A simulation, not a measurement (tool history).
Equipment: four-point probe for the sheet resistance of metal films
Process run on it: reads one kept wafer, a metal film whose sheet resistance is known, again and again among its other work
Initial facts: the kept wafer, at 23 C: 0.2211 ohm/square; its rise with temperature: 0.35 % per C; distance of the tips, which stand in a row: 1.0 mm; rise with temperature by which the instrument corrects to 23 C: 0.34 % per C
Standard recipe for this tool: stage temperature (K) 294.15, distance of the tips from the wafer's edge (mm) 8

| run | hour | stage temperature (K) | distance of the tips from the wafer's edge (mm) | sheet resistance as the instrument gives it (ohm/square) |
|---|---|---|---|---|
| 1 | 0.0 | 294.15 | 8 | 0.222209 |
| 2 | 16.1 | 294.15 | 8 | 0.222253 |
| 3 | 30.6 | 294.15 | 8 | 0.222276 |
| 4 | 56.7 | 294.15 | 8 | 0.222306 |
| 5 | 81.5 | 294.15 | 8 | 0.222164 |
| 6 | 107.0 | 292.15 | 8 | 0.222176 |
| 7 | 128.9 | 292.15 | 7 | 0.222737 |
| 8 | 142.7 | 292.15 | 7 | 0.222656 |
| 9 | 160.0 | 298.15 | 8 | 0.222285 |
| 10 | 180.4 | 298.15 | 8 | 0.222238 |
| 11 | 195.3 | 294.15 | 8 | 0.222200 |
| 12 | 210.4 | 294.15 | 30 | 0.220526 |
| 13 | 225.9 | 294.15 | 30 | 0.220424 |
| 14 | 247.1 | 294.15 | 30 | 0.220322 |
| 15 | 259.9 | 294.15 | 30 | 0.220417 |
| 16 | 276.2 | 294.15 | 8 | 0.222028 |
| 17 | 287.9 | 294.15 | 8 | 0.222093 |
| 18 | 314.9 | 294.15 | 8 | 0.222133 |
| 19 | 326.0 | 294.15 | 8 | 0.222115 |
| 20 | 339.5 | 294.15 | 8 | 0.222119 |
| 21 | 362.8 | 293.15 | 32 | 0.220307 |
| 22 | 387.5 | 293.15 | 32 | 0.220329 |
| 23 | 400.5 | 308.15 | 27 | 0.220774 |
| 24 | 421.6 | 308.15 | 27 | 0.220770 |
| 25 | 436.5 | 306.15 | 4 | 0.227769 |
| 26 | 462.9 | 306.15 | 4 | 0.227667 |
|  | 465.6 | new probe head fitted |
| 27 | 489.6 | 294.15 | 25 | 0.221342 |
| 28 | 515.1 | 294.15 | 14 | 0.221793 |
| 29 | 536.0 | 294.15 | 14 | 0.221644 |
| 30 | 550.5 | 300.15 | 10 | 0.222449 |
| 31 | 570.0 | 300.15 | 10 | 0.222471 |
| 32 | 593.6 | 300.15 | 5 | 0.226046 |
| 33 | 619.8 | 291.15 | 74 | 0.221055 |
| 34 | 638.3 | 291.15 | 47 | 0.220999 |
| 35 | 662.6 | 291.15 | 47 | 0.220997 |
| 36 | 674.0 | 291.15 | 47 | 0.221030 |
| 37 | 699.8 | 291.15 | 47 | 0.221040 |
| 38 | 724.2 | 291.15 | 47 | 0.221051 |
| 39 | 746.4 | 291.15 | 47 | 0.221037 |

Below are 5 alternative next runs, each starting from the tool's condition after run 39. Predict each:
| A | 761.4 | 291.15 | 18 | ? |
| B | 761.4 | 291.15 | 5 | ? |
| C | 761.4 | 302.15 | 15 | ? |
| D | 761.4 | 297.15 | 23 | ? |
| E | 761.4 | 305.15 | 15 | ? |

| run | sheet resistance as the instrument gives it (ohm/square) |
|---|---|
| A | 0.221327 |
| B | 0.225575 |
| C | 0.221815 |
| D | 0.221340 |
| E | 0.221798 |
With no hidden state in the tool, these same runs would have given:
| run | sheet resistance as the instrument gives it (ohm/square) |
|---|---|
| A | 0.221361 |
| B | 0.225610 |
| C | 0.221861 |
| D | 0.221381 |
| E | 0.221846 |
